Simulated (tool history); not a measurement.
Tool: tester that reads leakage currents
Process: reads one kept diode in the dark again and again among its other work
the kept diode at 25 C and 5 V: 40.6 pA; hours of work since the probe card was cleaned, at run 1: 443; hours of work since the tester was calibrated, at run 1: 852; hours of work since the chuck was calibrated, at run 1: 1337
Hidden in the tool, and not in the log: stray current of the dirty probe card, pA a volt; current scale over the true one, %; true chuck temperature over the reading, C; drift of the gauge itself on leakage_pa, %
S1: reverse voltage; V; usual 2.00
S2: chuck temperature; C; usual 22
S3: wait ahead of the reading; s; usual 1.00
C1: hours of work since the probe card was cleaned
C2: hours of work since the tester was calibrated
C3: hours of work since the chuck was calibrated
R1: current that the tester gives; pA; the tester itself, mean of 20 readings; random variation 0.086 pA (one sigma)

run	hour	S1	S2	S3	C1	C2	C3	R1
1	0.0	2.00	22	1.00	443	852	1337	24.97
2	76.8	2.00	22	1.00	478	887	1373	24.89
3	196.3	9.09	22	1.00	533	942	1427	46.54
4	259.8	9.09	22	1.00	562	971	1456	46.67
5	350.2	9.09	22	1.00	603	1012	1498	47.18
6	425.1	9.09	33	1.00	637	1047	1532	101.97
7	555.0	9.09	33	1.00	697	1106	1591	102.31
8	653.6	9.09	46	1.00	742	1151	1636	247.19
9	774.7	9.09	46	1.00	797	1206	1692	247.10
10	828.6	3.68	22	9.14	822	1231	1716	32.30
11	952.3	4.39	42	1.64	878	1288	1773	144.02
12	1015.4	1.53	22	1.00	907	1317	1802	23.20
13	1123.5	15.99	39	1.00	957	1366	1851	196.90

Forecast each of these 5 alternatives for the next run:
A	1250.7	1.34	50	8.57	1015	1424	1910	?
B	1250.7	10.71	22	1.00	1015	1424	1910	?
C	1250.7	2.00	43	1.00	1015	1424	1910	?
D	1250.7	5.49	33	9.54	1015	1424	1910	?
E	1250.7	15.40	39	1.00	1015	1424	1910	?

run	R1
A	157.10
B	53.75
C	115.19
D	85.23
E	195.83
Without the tool's hidden state the same runs would have given:
run	R1
A	148.46
B	44.91
C	108.02
D	77.41
E	177.08
